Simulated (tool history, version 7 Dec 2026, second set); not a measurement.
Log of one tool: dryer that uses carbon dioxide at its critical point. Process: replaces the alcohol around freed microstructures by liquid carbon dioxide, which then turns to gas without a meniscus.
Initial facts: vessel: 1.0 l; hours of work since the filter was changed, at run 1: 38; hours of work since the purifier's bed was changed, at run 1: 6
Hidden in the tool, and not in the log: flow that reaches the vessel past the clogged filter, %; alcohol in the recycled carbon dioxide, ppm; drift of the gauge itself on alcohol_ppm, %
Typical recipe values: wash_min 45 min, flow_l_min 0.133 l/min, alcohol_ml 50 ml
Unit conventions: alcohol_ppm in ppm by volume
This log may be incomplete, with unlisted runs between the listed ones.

run,hour,wash_min,flow_l_min,alcohol_ml,hours of work since the filter was changed,hours of work since the purifier's bed was changed,alcohol_ppm
1,0.0,45,0.133,50,38,6,550
2,10.7,45,0.139,50,45,13,445
3,28.3,45,0.139,50,57,25,462
4,45.0,45,0.139,50,69,37,481
5,53.8,45,0.139,50,75,43,487
6,67.3,45,0.139,50,84,52,480
7,82.5,45,0.139,50,94,62,520
8,93.8,34,0.113,22,102,70,1369
9,106.6,47,0.133,50,110,78,537
10,118.1,47,0.133,50,118,86,552
11,133.7,45,0.220,49,129,97,62
12,144.4,33,0.201,50,136,104,393
13,155.0,45,0.133,83,143,111,1102
14,167.0,45,0.133,83,151,119,1107

Branching from run 14: 5 alternative next runs. What would each branch give?
A,182.2,56,0.133,26,162,130,?
B,182.2,66,0.085,21,162,130,?
C,182.2,55,0.103,50,162,130,?
D,182.2,45,0.133,90,162,130,?
E,182.2,28,0.162,117,162,130,?

run,alcohol_ppm
A,162
B,450
C,934
D,1242
E,4243
Without the tool's unlogged condition, the same runs would have read:
run,alcohol_ppm
A,88
B,314
C,681
D,895
E,3345
